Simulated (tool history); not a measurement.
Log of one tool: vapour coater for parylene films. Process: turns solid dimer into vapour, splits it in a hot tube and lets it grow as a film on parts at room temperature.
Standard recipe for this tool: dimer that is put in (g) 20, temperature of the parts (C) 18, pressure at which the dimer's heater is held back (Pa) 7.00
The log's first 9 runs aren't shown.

run   hour  dimer that is put in (g)  temperature of the parts (C)  pressure at which the dimer's heater is held back (Pa)  thickness of the film (um)
 10  253.5                        36                            18                                                    7.00                        7.02
 11  290.3                        36                            18                                                    7.00                        7.01
 12  322.8                        36                            18                                                    7.00                        7.01
 13  354.7                        25                            18                                                    7.00                        4.84
 14  374.3                        25                            18                                                    7.00                        4.83
 15  403.5                        25                            18                                                    7.00                        4.77
 16  426.7                        25                            18                                                    7.00                        4.71
 17  445.6                        25                            18                                                    7.00                        4.69
 18  480.6                        20                            13                                                    2.22                        5.26
 19  502.5                        23                            18                                                    7.00                        4.32
 20  519.4                        23                            18                                                    7.00                        4.35
 21  540.2                        23                            18                                                    7.00                        4.36
 22  560.0                        20                            17                                                    7.00                        3.94
 23  582.4                        20                            17                                                    7.00                        3.88
 24  610.9                        20                            18                                                    3.63                        3.99
 25  634.3                         8                            18                                                    7.00                        1.45
 26  654.8                         8                            16                                                    6.66                        1.61
 27  680.7                        23                            18                                                    4.35                        4.47
 28  709.8                        23                            18                                                    4.35                        4.48
 29  750.5                        20                            17                                                    7.00                        3.85
     762.5  -- trap's valve overhauled
 30  786.9                        31                            14                                                    7.51                        7.49
 31  804.8                        24                            24                                                    7.00                        3.79
 32  837.1                        14                            13                                                    7.00                        3.55
 33  861.3                        15                            13                                                    7.00                        3.75

Forecast each of these 3 alternatives for the next run:
  A  894.0                        15                            13                                                    4.43                           ?
  B  894.0                        20                            17                                                    4.73                           ?
  C  894.0                        20                            17                                                    7.00                           ?

run  thickness of the film (um)
  A                        4.00
  B                        4.39
  C                        4.22
Take away the tool's hidden state, keep each run's random variation, and the runs would have read:
run  thickness of the film (um)
  A                        4.16
  B                        4.58
  C                        4.40
